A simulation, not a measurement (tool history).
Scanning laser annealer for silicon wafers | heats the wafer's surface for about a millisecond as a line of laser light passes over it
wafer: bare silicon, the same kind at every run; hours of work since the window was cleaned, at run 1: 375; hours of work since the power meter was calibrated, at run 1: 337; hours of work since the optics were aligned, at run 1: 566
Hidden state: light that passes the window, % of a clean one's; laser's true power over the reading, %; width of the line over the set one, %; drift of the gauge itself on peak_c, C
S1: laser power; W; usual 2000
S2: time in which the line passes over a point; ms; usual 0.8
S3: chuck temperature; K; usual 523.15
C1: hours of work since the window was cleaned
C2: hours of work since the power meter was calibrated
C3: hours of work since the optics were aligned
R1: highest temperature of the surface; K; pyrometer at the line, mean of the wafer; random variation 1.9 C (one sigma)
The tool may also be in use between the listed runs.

run	hour	S1	S2	S3	C1	C2	C3	R1
1	0	2000	0.8	523.15	375	337	566	1315.15
# hour 15.1: window over the wafer cleaned
2	50.6	2000	0.8	523.15	18	361	590	1348.15
3	84.3	2000	0.8	523.15	35	378	607	1346.15
4	137.7	2000	0.8	523.15	61	405	634	1342.15
5	166.3	2000	0.8	523.15	76	419	648	1343.15
6	219.2	2000	0.8	523.15	102	446	675	1337.15
7	264.4	2000	0.8	523.15	125	468	697	1335.15
8	307.8	2000	0.8	523.15	146	490	719	1334.15
9	332.8	1952	0.892	523.15	159	502	731	1349.15
10	358.5	2021	0.683	502.15	172	515	744	1255.15
11	390.1	2021	0.683	548.15	188	531	760	1299.15
12	446.3	2024	0.8	523.15	216	559	788	1339.15
13	477.7	2167	0.784	523.15	231	575	804	1397.15
14	525.8	2167	0.784	523.15	255	599	828	1393.15
15	572.2	2063	0.759	553.15	279	622	851	1359.15
16	618.8	2091	0.759	553.15	302	645	874	1364.15

Hidden state or all else? Some run-to-run changes of R1, split into what the settings, what came in and random variation would give without the hidden state, and what is left for the hidden state (with any gauge scatter that isn't in both results):
Run 1 -> 2: window over the wafer cleaned. R1 +33 K: hidden state +32, all else +1.
Run 9 -> 10: S1 1952 -> 2021, S2 0.892 -> 0.683, S3 523.15 -> 502.15. R1 -94 K: hidden state +2, all else -96.

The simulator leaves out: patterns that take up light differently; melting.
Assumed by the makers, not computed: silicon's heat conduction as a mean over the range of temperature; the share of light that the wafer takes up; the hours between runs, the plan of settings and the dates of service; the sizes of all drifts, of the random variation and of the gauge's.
